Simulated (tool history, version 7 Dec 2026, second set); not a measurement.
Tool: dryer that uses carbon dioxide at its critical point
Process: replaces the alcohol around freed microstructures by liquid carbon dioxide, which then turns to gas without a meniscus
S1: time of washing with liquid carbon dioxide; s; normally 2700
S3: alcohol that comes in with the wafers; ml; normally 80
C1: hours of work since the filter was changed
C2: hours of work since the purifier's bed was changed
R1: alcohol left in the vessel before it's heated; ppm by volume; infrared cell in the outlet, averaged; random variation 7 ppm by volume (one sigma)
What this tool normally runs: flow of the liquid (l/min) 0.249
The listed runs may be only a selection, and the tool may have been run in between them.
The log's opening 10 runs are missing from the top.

Run 11, day 4.567: usual settings; C1 184; C2 141. Result: R1 515 ppm by volume.
Run 12, day 5.008: usual settings; C1 188; C2 146. Result: R1 530 ppm by volume.
Run 13, day 5.404: usual settings; C1 192; C2 150. Result: R1 531 ppm by volume.
Run 14, day 6.017: usual settings; C1 199; C2 156. Result: R1 541 ppm by volume.
Run 15, day 6.379: usual settings; C1 202; C2 160. Result: R1 531 ppm by volume.
Run 16, day 6.817: usual settings; C1 207; C2 165. Result: R1 546 ppm by volume.
Run 17, day 7.179: usual settings but S3 54 ml; C1 211; C2 169. Result: R1 399 ppm by volume.
Run 18, day 7.612: usual settings but S1 2580 s, flow of the liquid (l/min) 0.191, S3 99 ml; C1 215; C2 173. Result: R1 1878 ppm by volume.
Run 19, day 8.025: usual settings but S3 23 ml; C1 220; C2 177. Result: R1 229 ppm by volume.
Run 20, day 8.283: usual settings but S3 23 ml; C1 222; C2 180. Result: R1 224 ppm by volume.
Run 21, day 8.812: usual settings but S1 1860 s, flow of the liquid (l/min) 0.197; C1 228; C2 186. Result: R1 3600 ppm by volume.
Run 22, day 9.308: usual settings but S1 1860 s, flow of the liquid (l/min) 0.197; C1 233; C2 191. Result: R1 3577 ppm by volume.
Run 23, day 9.904: usual settings but S1 1740 s, flow of the liquid (l/min) 0.185; C1 239; C2 197. Result: R1 4820 ppm by volume.
Run 24, day 10.346: usual settings but S1 2220 s, flow of the liquid (l/min) 0.225, S3 103 ml; C1 244; C2 202. Result: R1 2040 ppm by volume.
Run 25, day 10.917: usual settings but S1 2220 s, flow of the liquid (l/min) 0.225, S3 103 ml; C1 250; C2 208. Result: R1 2028 ppm by volume.
Run 26, day 11.375: usual settings but S1 2220 s, flow of the liquid (l/min) 0.225, S3 103 ml; C1 255; C2 212. Result: R1 2053 ppm by volume.
Run 27, day 11.967: usual settings but S1 1800 s, flow of the liquid (l/min) 0.225, S3 35 ml; C1 261; C2 219. Result: R1 1391 ppm by volume.
Run 28, day 12.321: usual settings but flow of the liquid (l/min) 0.364; C1 265; C2 222. Result: R1 190 ppm by volume.
Run 29, day 12.704: usual settings but S1 3120 s, flow of the liquid (l/min) 0.419, S3 42 ml; C1 269; C2 226. Result: R1 128 ppm by volume.
Run 30, day 13.208: usual settings but S1 1920 s, flow of the liquid (l/min) 0.173, S3 63 ml; C1 274; C2 232. Result: R1 3623 ppm by volume.
Run 31, day 13.483: usual settings but S1 4260 s, flow of the liquid (l/min) 0.194, S3 20 ml; C1 277; C2 234. Result: R1 179 ppm by volume.
Run 32, day 13.808: usual settings but flow of the liquid (l/min) 0.194, S3 71 ml; C1 280; C2 238. Result: R1 1300 ppm by volume.
Run 33, day 14.342: usual settings but flow of the liquid (l/min) 0.194, S3 71 ml; C1 286; C2 243. Result: R1 1300 ppm by volume.
Run 34, day 14.9: usual settings but S1 1860 s, flow of the liquid (l/min) 0.194, S3 56 ml; C1 291; C2 249. Result: R1 2760 ppm by volume.

Predict each of these 5 candidate next runs independently; none follows another, all start after run 34:
Run A, day 15.3: usual settings but S1 3720 s, flow of the liquid (l/min) 0.164, S3 41 ml; C1 296; C2 253. Result: R1 ?.
Run B, day 15.3: usual settings but flow of the liquid (l/min) 0.345; C1 296; C2 253. Result: R1 ?.
Run C, day 15.3: usual settings but S1 3780 s, flow of the liquid (l/min) 0.194, S3 104 ml; C1 296; C2 253. Result: R1 ?.
Run D, day 15.3: usual settings but S1 3780 s, flow of the liquid (l/min) 0.194, S3 56 ml; C1 296; C2 253. Result: R1 ?.
Run E, day 15.3: usual settings but S1 2220 s, flow of the liquid (l/min) 0.179, S3 86 ml; C1 296; C2 253. Result: R1 ?.

run    R1
  A   511
  B   247
  C   573
  D   370
  E  3408
Take away the tool's hidden state, keep each run's random variation, and the runs would have read:
run    R1
  A   239
  B    59
  C   250
  D   138
  E  2413

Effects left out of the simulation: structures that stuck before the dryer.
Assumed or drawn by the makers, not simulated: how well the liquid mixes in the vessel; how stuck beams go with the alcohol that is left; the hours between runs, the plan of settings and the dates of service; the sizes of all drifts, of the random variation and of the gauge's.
